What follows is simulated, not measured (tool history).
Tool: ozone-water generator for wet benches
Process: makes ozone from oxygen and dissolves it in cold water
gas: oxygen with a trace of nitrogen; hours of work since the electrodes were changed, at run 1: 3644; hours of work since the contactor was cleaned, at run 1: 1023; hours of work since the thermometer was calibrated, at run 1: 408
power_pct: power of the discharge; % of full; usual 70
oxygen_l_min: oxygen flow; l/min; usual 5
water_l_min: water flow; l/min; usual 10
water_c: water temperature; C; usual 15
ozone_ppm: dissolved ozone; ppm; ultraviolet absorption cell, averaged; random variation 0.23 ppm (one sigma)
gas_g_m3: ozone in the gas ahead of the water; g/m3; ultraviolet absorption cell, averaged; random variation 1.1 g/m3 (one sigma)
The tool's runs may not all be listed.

run    hour  power_pct  oxygen_l_min  water_l_min  water_c  hours of work since the electrodes were changed  hours of work since the contactor was cleaned  hours of work since the thermometer was calibrated  ozone_ppm  gas_g_m3
  1       0         70             5           10       15                                             3644                                           1023                                                 408       31.3     180.6
  2      83         70             5           10       15                                             3705                                           1084                                                 469       31.3     181.2
  3   173.6         70             5           10       15                                             3772                                           1151                                                 536       31.4     181.7
  4   252.9         70             5           10       15                                             3831                                           1210                                                 595         31     180.9
  5   347.8         70             5           10       15                                             3901                                           1280                                                 665       31.3     180.9
  6   426.7         70             5           10       15                                             3959                                           1339                                                 723       30.7     181.3
  7   526.5         80             5           10       15                                             4033                                           1412                                                 797       34.8       200
  8   598.2         70             5           10       16                                             4086                                           1465                                                 850       30.2       181
  9   668.4         70             5           10       16                                             4138                                           1517                                                 902       30.4     178.3
 10   780.1         57             5           10       15                                             4221                                           1600                                                 984       26.3     150.5
 11   896.3         57             5           10       15                                             4307                                           1686                                                1070       25.8     150.9
 12  1040.4         57             5           10       15                                             4413                                           1792                                                1177       25.7       151
 13  1127.9         57             5           10       15                                             4478                                           1857                                                1241       25.6     148.6
 14  1217.3         57             5           10       15                                             4544                                           1923                                                1308       25.6     150.4
 15  1330.7         57             5           10       15                                             4628                                           2007                                                1391       25.7       149
     1344.9  -- water thermometer calibrated
 16  1404.1         57             5           10       15                                             4682                                           2061                                                  44       25.5       150
 17  1494.4         70             5           10       15                                             4748                                           2128                                                 111       30.2     177.5
 18  1603.1         71             5           12       12                                             4829                                           2208                                                 191       28.2     179.5
 19  1738.2         98          6.35            9        8                                             4929                                           2308                                                 291       48.2     211.7
     1799.1  -- water thermometer calibrated, once more
 20  1800.2         98          6.35            9        8                                             4974                                           2353                                                   1         48     211.8
 21  1905.3         64          8.02            6       14                                             5052                                           2431                                                  78       35.3     134.2
 22  2034.4         70          4.85           10       15                                             5147                                           2526                                                 174       29.5     177.7
 23    2147         42             5            7       15                                             5231                                           2610                                                 257         24     115.6
 24  2274.7         85          3.23            7       15                                             5325                                           2704                                                 352         43     241.8
 25  2387.4         85          3.23           14        9                                             5408                                           2787                                                 435       27.7     241.8
 26  2511.1         70             5           10       12                                             5500                                           2879                                                 526       30.8       172
 27  2656.3         57             5            8       12                                             5607                                           2986                                                 634       30.1     148.5
 28  2764.4         44             5           10       11                                             5687                                           3066                                                 714       21.6     117.6
 29  2849.9         44          7.69           15       14                                             5750                                           3129                                                 777       15.5     100.7
 30  2943.3         84             5            7       20                                             5819                                           3198                                                 846       37.3     200.1
 31  3035.1         84             5            7       20                                             5887                                           3266                                                 914       36.9     199.4
 32  3182.8         84          3.33            7        8                                             5996                                           3376                                                1023       46.6     232.9
 33  3261.1         70             5            7       14                                             6054                                           3433                                                1081       36.2       171

3 ways to go on from here, each from the tool as it stands after run 33. What would each give?
     3298.1  -- contactor cleaned
  A  3356.4         70          7.32            8       12                                             6122                                             43                                                1148          ?         ?
     3298.1  -- contactor cleaned
  B  3356.4         45          6.22            7       15                                             6122                                             43                                                1148          ?         ?
     3298.1  -- contactor cleaned
  C  3356.4         70          7.21            8       12                                             6122                                             43                                                1148          ?         ?

run  ozone_ppm  gas_g_m3
  A       35.3     148.7
  B       25.2     109.8
  C       35.5     148.6
Without the tool's hidden state the same runs would have given:
run  ozone_ppm  gas_g_m3
  A       40.3     168.9
  B       27.4       119
  C       40.5       169

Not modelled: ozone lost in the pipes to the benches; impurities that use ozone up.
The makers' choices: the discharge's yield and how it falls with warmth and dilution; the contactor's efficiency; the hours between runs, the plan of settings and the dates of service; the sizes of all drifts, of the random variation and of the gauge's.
